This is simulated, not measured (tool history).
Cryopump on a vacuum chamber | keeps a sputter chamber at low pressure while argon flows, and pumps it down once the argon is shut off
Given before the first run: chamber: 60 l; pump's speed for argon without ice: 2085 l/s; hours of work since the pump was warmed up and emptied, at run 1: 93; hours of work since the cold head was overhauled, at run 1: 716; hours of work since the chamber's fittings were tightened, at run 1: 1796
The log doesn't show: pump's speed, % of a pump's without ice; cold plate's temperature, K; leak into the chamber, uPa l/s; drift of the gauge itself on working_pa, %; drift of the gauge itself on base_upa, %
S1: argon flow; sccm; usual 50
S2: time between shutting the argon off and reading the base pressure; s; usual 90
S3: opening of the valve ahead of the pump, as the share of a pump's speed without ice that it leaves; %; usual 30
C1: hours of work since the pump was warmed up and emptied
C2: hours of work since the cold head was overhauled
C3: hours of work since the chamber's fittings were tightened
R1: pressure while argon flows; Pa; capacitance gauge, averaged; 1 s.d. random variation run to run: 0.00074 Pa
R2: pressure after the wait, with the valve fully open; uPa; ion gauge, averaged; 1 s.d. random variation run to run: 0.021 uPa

run    hour  S1   S2  S3   C1    C2    C3      R1    R2
  1       0  50   90  30   93   716  1796  0.1369  0.77
  2   117.4  50   90  30  158   781  1861  0.1376   0.8
  3   216.1  37   90  30  213   836  1915  0.1022  0.83
  4     300  37   90  30  259   882  1962   0.102  0.87
  5   381.4  50  114  30  304   927  2007  0.1398  0.81
  6   448.9  50  114  30  342   965  2044  0.1398  0.81
  7   526.2  50  114  20  385  1008  2087  0.2081  0.87
  8   592.9  50  191  20  421  1044  2124  0.2102  0.86
  9   692.6  50  191  20  477  1100  2179  0.2099  0.85
 10   805.9  50  191  19  539  1162  2242  0.2226   0.9
 11   884.9  64   76  17  583  1206  2285   0.317  1.03
      928.2  -- pump warmed up, emptied and cooled again
 12   978.4  64   76  17   28  1255  2334  0.3066  0.96
     1022.3  -- leaking fittings of the chamber tightened, without venting
 13  1078.2  23   86  57   82  1309    31  0.0333  0.28
 14    1134  23   86  57  113  1340    62   0.033  0.35
 15    1187  53  177  24  142  1369    91  0.1814  0.32
 16    1257  53   91  24  181  1408   130  0.1828  0.34
 17    1340  53   91  24  227  1454   176  0.1832  0.37
 18  1436.4  29   90  30  280  1507   229  0.0793  0.38
 19  1533.4  50  147  30  334  1561   283  0.1404  0.33
 20  1598.1  33   29  39  370  1597   319  0.0722  0.75

A few steps of R1 between consecutive runs. Split each: what settings, incoming material and random variation would produce without the hidden state, and what is left over for the hidden state, along with gauge scatter present in only one of the two compared results (measured, and without hidden state):
Run 10 -> 11: S1 50 -> 64, S2 191 -> 76, S3 19 -> 17. R1 +0.0944 Pa: hidden state +0.003, all else +0.0914.
Run 11 -> 12: pump warmed up, emptied and cooled again. R1 -0.0104 Pa: hidden state -0.0092, all else -0.0012.
Run 12 -> 13: S1 64 -> 23, S2 76 -> 86, S3 17 -> 57, leaking fittings of the chamber tightened, without venting. R1 -0.2733 Pa: hidden state -0.0006, all else -0.2727.
Run 14 -> 15: S1 23 -> 53, S2 86 -> 177, S3 57 -> 24. R1 +0.1484 Pa: hidden state +0.0016, all else +0.1468.
